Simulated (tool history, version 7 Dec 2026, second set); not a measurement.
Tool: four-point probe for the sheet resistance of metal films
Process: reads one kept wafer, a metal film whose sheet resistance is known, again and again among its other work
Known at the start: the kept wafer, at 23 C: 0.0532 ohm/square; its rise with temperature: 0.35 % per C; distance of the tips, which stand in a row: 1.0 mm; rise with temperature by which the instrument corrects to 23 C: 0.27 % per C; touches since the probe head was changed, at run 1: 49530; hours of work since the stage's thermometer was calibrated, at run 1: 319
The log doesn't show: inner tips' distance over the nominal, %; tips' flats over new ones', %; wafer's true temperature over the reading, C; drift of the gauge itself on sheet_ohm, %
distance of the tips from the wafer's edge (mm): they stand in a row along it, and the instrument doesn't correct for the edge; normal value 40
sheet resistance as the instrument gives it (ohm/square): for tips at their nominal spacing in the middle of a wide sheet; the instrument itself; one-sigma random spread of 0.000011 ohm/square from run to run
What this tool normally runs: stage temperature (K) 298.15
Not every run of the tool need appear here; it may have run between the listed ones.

run	hour	stage temperature (K)	distance of the tips from the wafer's edge (mm)	touches since the probe head was changed	hours of work since the stage's thermometer was calibrated	sheet resistance as the instrument gives it (ohm/square)
1	0	298.15	40	49530	319	0.053588
2	56.5	298.15	5	51923	351	0.054708
3	111.8	298.15	60	54268	381	0.053632
4	167.4	298.15	60	56621	412	0.053627
5	220.7	298.15	60	58880	442	0.053638
6	260.9	298.15	60	60580	464	0.053652
7	313	298.15	40	62789	493	0.053656
8	381	298.15	40	65668	530	0.053705
9	444.6	298.15	40	68361	566	0.053708
10	501.3	298.15	40	70764	597	0.05373
# hour 551.6: new probe head fitted
11	556.7	298.15	40	214	627	0.053351
12	600.6	298.15	53	2076	652	0.053338
13	670.6	293.15	40	5039	691	0.053163
14	732.4	293.15	40	7656	725	0.053184
15	801.6	293.15	26	10588	763	0.053204
16	862.8	293.15	26	13181	797	0.053251
17	933.4	293.15	26	16172	836	0.053282
18	993.5	298.15	40	18716	870	0.053482
19	1038	298.15	40	20603	894	0.053485
20	1084.7	305.15	40	22581	920	0.053782
21	1120	305.15	40	24077	940	0.053787
22	1164.8	305.15	40	25975	965	0.053818
23	1203.6	305.15	40	27618	986	0.053819
24	1271.6	296.15	3	30499	1024	0.056438
25	1340.8	299.15	3	33429	1062	0.056599
26	1413.8	306.15	3	36521	1103	0.056895
27	1487.7	306.15	21	39652	1144	0.054008
28	1524.1	300.15	9	41191	1164	0.054054
29	1566.7	293.15	13	42997	1188	0.053562
30	1631.4	295.15	19	45740	1224	0.053584
31	1688.3	297.15	18	48150	1255	0.053698
# hour 1720.9: stage's thermometer calibrated
32	1740.5	295.15	40	50337	11	0.053446
33	1793.5	295.15	40	52582	40	0.053447
34	1847.8	301.15	3	54884	70	0.05673
35	1895.4	301.15	3	56899	97	0.05674
36	1952.6	301.15	3	59325	129	0.056742
37	1999	301.15	3	61290	154	0.056774
38	2042.3	301.15	3	63122	178	0.056776
39	2080.2	298.15	7	64728	199	0.054236
40	2139.2	300.15	41	67226	232	0.053761
41	2206.2	296.15	4	70066	269	0.055342
42	2252.3	296.15	4	72017	295	0.055327
# hour 2271.3: new probe head fitted
43	2321.6	300.15	4	2130	333	0.054988
44	2361.6	300.15	4	3824	355	0.054996
45	2421.2	291.15	45	6350	388	0.05292

Here are 3 independent what-if runs from the current tool condition. What would each one return?
A	2479.9	291.15	18	8836	420	?
B	2479.9	295.15	40	8836	420	?
C	2479.9	291.15	8	8836	420	?

run	sheet resistance as the instrument gives it (ohm/square)
A	0.052988
B	0.053133
C	0.053371
The same runs, with their run-to-run variation unchanged, on a tool lacking any hidden condition would have given:
run	sheet resistance as the instrument gives it (ohm/square)
A	0.053049
B	0.053193
C	0.053432

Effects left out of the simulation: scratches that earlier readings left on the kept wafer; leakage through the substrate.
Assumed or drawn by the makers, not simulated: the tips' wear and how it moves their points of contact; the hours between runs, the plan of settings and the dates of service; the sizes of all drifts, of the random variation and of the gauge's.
